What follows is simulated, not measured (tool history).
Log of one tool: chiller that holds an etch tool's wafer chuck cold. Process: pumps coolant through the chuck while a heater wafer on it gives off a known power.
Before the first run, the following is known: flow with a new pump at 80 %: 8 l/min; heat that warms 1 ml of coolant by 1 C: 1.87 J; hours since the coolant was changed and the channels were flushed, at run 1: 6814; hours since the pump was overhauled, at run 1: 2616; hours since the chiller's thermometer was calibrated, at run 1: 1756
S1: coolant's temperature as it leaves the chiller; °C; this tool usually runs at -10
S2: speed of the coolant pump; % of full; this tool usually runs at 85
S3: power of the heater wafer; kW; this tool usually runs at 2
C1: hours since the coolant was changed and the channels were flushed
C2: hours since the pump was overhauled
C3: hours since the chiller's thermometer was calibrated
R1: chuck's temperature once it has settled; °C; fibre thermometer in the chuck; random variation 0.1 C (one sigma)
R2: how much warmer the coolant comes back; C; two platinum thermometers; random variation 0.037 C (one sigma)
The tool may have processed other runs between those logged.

run    hour   S1  S2     S3    C1    C2    C3    R1     R2
  1       0  -10  85      2  6814  2616  1756  11.9   7.66
  2   118.9  -10  85      2  6933  2734  1875  11.9   7.73
  3   266.1  -10  85      2  7080  2882  2022    12   7.74
  4   360.7  -10  85      2  7175  2976  2117  12.2   7.76
  5   522.4  -10  73      2  7337  3138  2279  15.3   9.16
  6   614.2  -10  73  2.702  7429  3230  2371  24.2  12.42
  7   738.4  -10  73  2.702  7553  3354  2495  24.4   12.5
  8   824.9  -10  73  2.702  7639  3440  2581  24.7  12.53
  9   973.3  -10  73  2.702  7788  3589  2730  24.6  12.49
 10  1071.1  -10  97  2.702  7886  3687  2828  17.2   9.14
 11  1194.9  -10  97  2.242  8009  3810  2951  12.7   7.57
 12  1351.1  -10  97  2.242  8165  3967  3108  12.6   7.58
 13  1484.8  -10  85  1.616  8299  4100  3241   8.2   6.33
 14  1587.8  -10  85      2  8402  4203  3344  12.7   7.93
 15  1668.9  -10  85      2  8483  4284  3425  12.8   7.85
 16  1787.3  -10  85      2  8602  4403  3544    13   7.99
       1862  -- chiller's thermometer calibrated
 17  1874.3  -10  85      2  8688  4489    12  13.3   7.89
 18  2034.9  -10  85      2  8848  4649   173  13.4   7.93
 19  2118.1  -10  70  2.892  8931  4733   256  30.1  14.34
 20  2278.3   -6  61  1.156  9092  4893   416  12.1   6.67
 21  2353.7   -6  61  1.156  9167  4968   492  12.2   6.67
 22  2454.7  -19  87  1.504  9268  5069   593  -1.3   5.86
 23  2612.7  -19  87  1.504  9426  5227   751  -1.3   5.84
 24  2767.8  -19  76  1.504  9581  5382   906   1.1   6.82
     2802.1  -- coolant changed, channels flushed
 25  2883.4  -19  76  1.504    81  5492  1015  -2.2   6.86
 26  2961.7  -16  82   2.05   160  5570  1094   5.4   8.59
 27  3055.8  -16  82   2.05   254  5664  1188   5.4   8.59
 28  3138.6  -16  82   2.05   337  5747  1271   5.3   8.61
 29  3244.7  -10  73      2   443  5853  1377  13.1   9.56

Entry by entry between the runs, the difference in hidden state between the last listed run before and the first listed run after:
Runs 16 to 17: chiller's thermometer calibrated (hour 1862)
  heat passed by the chuck's channels, % of clean ones': 81.4 -> 81.2; flow at a given pump speed, % of a new pump's: 94.8 -> 94.7; coolant's true temperature over the reading, C: -0.35 -> 0.05
  measured result minus the result with no hidden state, R1: +4 -> +4.3 °C; R2: +0.41 -> +0.42 C
Runs 24 to 25: coolant changed, channels flushed (hour 2802.1)
  heat passed by the chuck's channels, % of clean ones': 79.4 -> 99.5; flow at a given pump speed, % of a new pump's: 93.6 -> 93.5; coolant's true temperature over the reading, C: -0.01 -> -0.02
  measured result minus the result with no hidden state, R1: +4.1 -> +0.9 °C; R2: +0.43 -> +0.45 C
